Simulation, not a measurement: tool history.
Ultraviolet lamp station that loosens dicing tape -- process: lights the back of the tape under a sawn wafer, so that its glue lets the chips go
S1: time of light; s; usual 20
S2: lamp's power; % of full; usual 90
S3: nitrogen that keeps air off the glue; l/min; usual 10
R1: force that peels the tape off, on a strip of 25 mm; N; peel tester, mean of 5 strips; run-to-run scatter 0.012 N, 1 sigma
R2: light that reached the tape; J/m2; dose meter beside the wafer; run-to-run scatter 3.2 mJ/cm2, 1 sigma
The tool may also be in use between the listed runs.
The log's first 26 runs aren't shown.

Run 27, day 13.350: usual settings but S1 13 s, S2 87 % of full, S3 15 l/min. Result: R1 0.941 N, R2 3100 J/m2.
Run 28, day 13.967: usual settings but S2 82 % of full, S3 20 l/min. Result: R1 0.424 N, R2 4540 J/m2.
Run 29, day 14.362: usual settings but S2 82 % of full, S3 20 l/min. Result: R1 0.422 N, R2 4550 J/m2.
Run 30, day 14.867: usual settings but S2 82 % of full, S3 8 l/min. Result: R1 0.726 N, R2 4510 J/m2.
Run 31, day 15.379: usual settings but S1 25 s, S3 4 l/min. Result: R1 0.698 N, R2 6160 J/m2.
Run 32, day 15.888: usual settings but S3 3 l/min. Result: R1 1.177 N, R2 4990 J/m2.
At day 16.412: window cleaned of glue's vapour.
Run 33, day 16.429: usual settings but S1 19 s, S2 70 % of full, S3 7 l/min. Result: R1 1.136 N, R2 3700 J/m2.
Run 34, day 16.879: usual settings but S3 8 l/min. Result: R1 0.621 N, R2 5050 J/m2.
Run 35, day 17.525: usual settings but S1 10 s, S2 69 % of full, S3 3 l/min. Result: R1 3.168 N, R2 1910 J/m2.

Predict each of these 4 candidate next runs independently; none follows another, all start after run 35:
Run A, day 17.833: usual settings but S1 22 s, S2 73 % of full, S3 7 l/min. Result: R1 ?, R2 ?.
Run B, day 17.833: usual settings but S1 32 s, S2 69 % of full, S3 3 l/min. Result: R1 ?, R2 ?.
Run C, day 17.833: usual settings but S1 15 s, S2 68 % of full, S3 5 l/min. Result: R1 ?, R2 ?.
Run D, day 17.833: usual settings but S1 14 s, S2 78 % of full. Result: R1 ?, R2 ?.

run     R1    R2
  A  0.819  4450
  B  0.900  6140
  C  1.954  2820
  D  1.239  3020
Without the tool's unlogged condition, the same runs would have read:
run     R1    R2
  A  0.817  4450
  B  0.898  6150
  C  1.952  2820
  D  1.237  3030

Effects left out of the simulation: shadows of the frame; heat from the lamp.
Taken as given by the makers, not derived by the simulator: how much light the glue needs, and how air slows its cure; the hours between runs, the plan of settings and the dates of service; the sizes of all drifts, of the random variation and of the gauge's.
